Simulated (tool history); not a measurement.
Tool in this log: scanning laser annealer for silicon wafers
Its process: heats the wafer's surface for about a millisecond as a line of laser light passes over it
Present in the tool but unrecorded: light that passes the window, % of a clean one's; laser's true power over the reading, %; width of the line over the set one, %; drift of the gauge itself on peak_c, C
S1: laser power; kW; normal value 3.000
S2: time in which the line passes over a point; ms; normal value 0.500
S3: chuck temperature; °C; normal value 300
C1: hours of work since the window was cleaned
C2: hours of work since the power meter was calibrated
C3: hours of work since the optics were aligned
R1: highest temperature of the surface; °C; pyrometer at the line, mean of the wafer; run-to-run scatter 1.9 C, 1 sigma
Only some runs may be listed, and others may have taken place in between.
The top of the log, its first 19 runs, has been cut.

| run | hour | S1 | S2 | S3 | C1 | C2 | C3 | R1 |
|---|---|---|---|---|---|---|---|---|
| 20 | 202.8 | 2.784 | 0.500 | 300 | 204 | 438 | 188 | 1070 |
| 21 | 212.3 | 3.000 | 0.493 | 300 | 210 | 444 | 194 | 1119 |
| 22 | 223.5 | 2.994 | 0.591 | 270 | 217 | 451 | 200 | 1177 |
| 23 | 237.1 | 3.160 | 0.502 | 270 | 225 | 459 | 209 | 1143 |
| 24 | 246.3 | 3.283 | 0.388 | 291 | 231 | 465 | 214 | 1076 |
| 25 | 253.9 | 3.283 | 0.388 | 291 | 235 | 469 | 219 | 1075 |
| 26 | 268.0 | 2.736 | 0.388 | 291 | 244 | 478 | 227 | 948 |
| 27 | 281.8 | 3.281 | 0.440 | 285 | 252 | 486 | 236 | 1123 |
| 28 | 294.8 | 3.281 | 0.440 | 285 | 260 | 494 | 244 | 1126 |
| 29 | 310.1 | 3.281 | 0.440 | 285 | 270 | 503 | 253 | 1127 |
| 30 | 320.5 | 2.638 | 0.500 | 332 | 276 | 510 | 259 | 1060 |
| 31 | 332.3 | 3.000 | 0.500 | 267 | 283 | 517 | 267 | 1095 |
| 32 | 344.4 | 3.000 | 0.500 | 267 | 290 | 524 | 274 | 1095 |
| 33 | 355.3 | 3.000 | 0.500 | 267 | 297 | 531 | 281 | 1092 |
| 34 | 368.5 | 2.737 | 0.490 | 263 | 305 | 539 | 289 | 1011 |
| 35 | 383.4 | 2.737 | 0.490 | 263 | 314 | 548 | 298 | 1008 |
| 36 | 391.8 | 3.000 | 0.598 | 322 | 319 | 553 | 303 | 1233 |
| 37 | 403.6 | 2.737 | 0.500 | 324 | 326 | 560 | 310 | 1076 |
| 38 | 412.8 | 2.572 | 0.365 | 331 | 332 | 566 | 315 | 929 |
| 39 | 421.4 | 2.611 | 0.408 | 300 | 337 | 571 | 321 | 946 |
| 40 | 437.0 | 3.000 | 0.371 | 300 | 347 | 581 | 330 | 1004 |

Forecast run 41:
| 41 | 445.3 | 3.000 | 0.371 | 300 | 352 | 586 | 335 | ? |

Run 41 gave R1 999 °C.
Take away the tool's hidden state, keep the run-to-run variation as it was, and the same run would have given R1 1000 °C.
